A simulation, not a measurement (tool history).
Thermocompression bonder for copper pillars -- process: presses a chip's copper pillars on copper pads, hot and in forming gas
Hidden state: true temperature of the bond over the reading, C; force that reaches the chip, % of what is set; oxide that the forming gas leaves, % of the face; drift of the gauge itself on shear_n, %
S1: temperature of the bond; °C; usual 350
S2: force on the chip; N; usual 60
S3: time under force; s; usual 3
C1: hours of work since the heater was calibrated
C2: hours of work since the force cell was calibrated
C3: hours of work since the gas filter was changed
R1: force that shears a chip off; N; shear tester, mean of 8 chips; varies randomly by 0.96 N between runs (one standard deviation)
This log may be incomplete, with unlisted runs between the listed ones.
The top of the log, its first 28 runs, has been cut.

run   hour   S1  S2  S3    C1   C2   C3     R1
 29  580.8  360  61   4  1047  482  115   97.5
 30  593.3  360  61   4  1054  490  123   99.3
 31  611.7  323  74   2  1065  501  134   60.2
 32  639.6  331  55   7  1082  518  150   88.5
 33  668.0  349  43   6  1099  535  168   88.5
 34  680.3  328  66   6  1107  542  175   89.6
 35  694.8  366  66   4  1115  551  184  104.2
 36  724.1  366  66   4  1133  569  201  103.5
 37  744.6  366  66   4  1145  581  214  106.9
 38  766.0  366  66   4  1158  594  227  105.2
 39  785.5  376  60   2  1170  606  238   87.8
 40  801.8  363  60   2  1180  615  248   78.8
 41  813.6  376  43   2  1187  623  255   75.1

What if the next run were any one of these 3? Each begins from the tool's condition after run 41:
  A  841.0  364  43   4  1203  639  272   ?
  B  841.0  350  90   2  1203  639  272   ?
  C  841.0  325  60   3  1203  639  272   ?

run    R1
  A  87.8
  B  87.7
  C  64.1
The same runs, with their run-to-run variation unchanged, on a tool lacking any hidden condition would have given:
run    R1
  A  87.5
  B  87.5
  C  63.9
